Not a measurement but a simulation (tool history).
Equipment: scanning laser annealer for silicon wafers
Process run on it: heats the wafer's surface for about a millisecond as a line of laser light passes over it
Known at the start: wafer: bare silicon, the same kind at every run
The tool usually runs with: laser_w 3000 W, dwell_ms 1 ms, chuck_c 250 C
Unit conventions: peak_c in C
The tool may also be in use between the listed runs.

run	hour	laser_w	dwell_ms	chuck_c	peak_c
1	0	3000	1	250	968
2	33.1	3000	1	250	966
3	65.7	3000	1	250	969
4	84.2	3000	1	250	970
5	101.5	3000	1	250	966
6	118	2876	1	250	934
7	142.3	2876	0.77	250	866
8	156.9	2876	0.77	250	864
9	177.4	3000	0.77	250	892
10	207.3	3000	0.77	250	892
11	234.2	3000	0.77	250	892
12	249.8	3000	1	250	962
13	272	3000	1	250	966
14	302.7	2945	1	250	949
15	334.3	3000	1	220	932
16	352.2	3000	1	220	932
# hour 355.9: window over the wafer cleaned
17	382.3	3000	1	251	958
18	408.4	3000	1	251	960
19	426.4	3000	1	251	953
20	454.7	3000	1	251	955
21	480	2890	0.8	269	891
# hour 500.3: window over the wafer cleaned, once more
22	500.5	2890	0.92	262	936
23	531.4	3240	1	242	1028
24	561.3	3060	1.02	223	967
25	593	2664	0.88	256	858
26	615.6	2664	0.88	256	858
27	640.8	3123	1.12	256	1044
28	672.1	3123	1.12	256	1047
29	694.1	3123	1.12	256	1042
30	709.8	3000	0.75	250	887
31	725	2578	1.05	250	879
32	759.3	3125	0.91	263	984
33	775.1	3032	0.73	287	922
34	789.6	2554	1.07	265	886
35	819.8	2554	1.07	265	888
36	842.7	2737	0.81	288	882
37	872.5	2600	1	262	879
38	899.8	3169	1	278	1031
39	925	3222	0.95	242	996
40	955.3	3222	0.95	242	995

Difference, measured minus no-hidden-state, one row per run. Run-to-run variation is common to both terms; the gauge's own scatter need not be:
The hidden state here: light that passes the window, % of a clean one's; laser's true power over the reading, %; width of the line over the set one, %; drift of the gauge itself on peak_c, C.
run	peak_c
1	-14
2	-15
3	-15
4	-16
5	-16
6	-16
7	-15
8	-15
9	-16
10	-17
11	-18
12	-20
13	-20
14	-21
15	-21
16	-23
17	-27
18	-28
19	-29
20	-29
21	-25
22	-10
23	-12
24	-13
25	-11
26	-11
27	-15
28	-16
29	-16
30	-14
31	-14
32	-17
33	-15
34	-15
35	-16
36	-15
37	-16
38	-21
39	-22
40	-23
